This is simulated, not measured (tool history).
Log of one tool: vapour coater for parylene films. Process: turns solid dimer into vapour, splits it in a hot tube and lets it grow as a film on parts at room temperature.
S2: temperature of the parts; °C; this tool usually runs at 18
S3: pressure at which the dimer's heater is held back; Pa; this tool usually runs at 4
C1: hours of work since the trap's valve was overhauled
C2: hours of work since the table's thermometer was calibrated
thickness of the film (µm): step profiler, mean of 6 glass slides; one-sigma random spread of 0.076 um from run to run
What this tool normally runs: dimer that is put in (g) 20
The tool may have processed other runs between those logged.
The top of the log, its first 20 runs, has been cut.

Run 21, hour 580.5: usual settings but dimer that is put in (g) 10; C1 211; C2 736. Result: thickness of the film (µm) 4.39.
Run 22, hour 599.7: usual settings but dimer that is put in (g) 10; C1 219; C2 744. Result: thickness of the film (µm) 4.42.
Run 23, hour 618.9: usual settings; C1 227; C2 752. Result: thickness of the film (µm) 8.89.
Run 24, hour 652: usual settings but dimer that is put in (g) 14, S2 22 °C, S3 8.24 Pa; C1 241; C2 766. Result: thickness of the film (µm) 5.31.
Run 25, hour 670.5: usual settings but dimer that is put in (g) 16, S3 4.28 Pa; C1 248; C2 774. Result: thickness of the film (µm) 7.01.
Run 26, hour 695.6: usual settings but dimer that is put in (g) 11, S2 11 °C, S3 6.97 Pa; C1 259; C2 784. Result: thickness of the film (µm) 5.24.
Run 27, hour 729: usual settings but dimer that is put in (g) 11, S2 11 °C, S3 6.97 Pa; C1 273; C2 798. Result: thickness of the film (µm) 5.32.
Run 28, hour 757.9: usual settings but dimer that is put in (g) 11, S2 11 °C, S3 6.97 Pa; C1 285; C2 810. Result: thickness of the film (µm) 5.23.
Run 29, hour 783.4: usual settings but dimer that is put in (g) 10; C1 296; C2 821. Result: thickness of the film (µm) 4.29.
Run 30, hour 799.9: usual settings but S2 22 °C, S3 10.82 Pa; C1 303; C2 828. Result: thickness of the film (µm) 7.12.
Run 31, hour 825.6: usual settings but dimer that is put in (g) 23, S2 12 °C, S3 2.66 Pa; C1 314; C2 839. Result: thickness of the film (µm) 11.55.
Run 32, hour 852: usual settings but S2 10 °C, S3 9.18 Pa; C1 325; C2 850. Result: thickness of the film (µm) 9.51.
Run 33, hour 882.9: usual settings but dimer that is put in (g) 29, S2 29 °C, S3 10.26 Pa; C1 338; C2 863. Result: thickness of the film (µm) 9.16.
Run 34, hour 914.8: usual settings but dimer that is put in (g) 29, S2 29 °C, S3 10.26 Pa; C1 351; C2 876. Result: thickness of the film (µm) 9.09.

Run 35 has not been measured yet. What should we expect?
Run 35, hour 936.6: usual settings but dimer that is put in (g) 29, S2 29 °C, S3 10.26 Pa; C1 360; C2 885. Result: thickness of the film (µm) ?.

thickness of the film (µm): 8.92
With the hidden condition absent and the run-to-run variation left alone, this run would have shown thickness of the film (µm) 9.59.
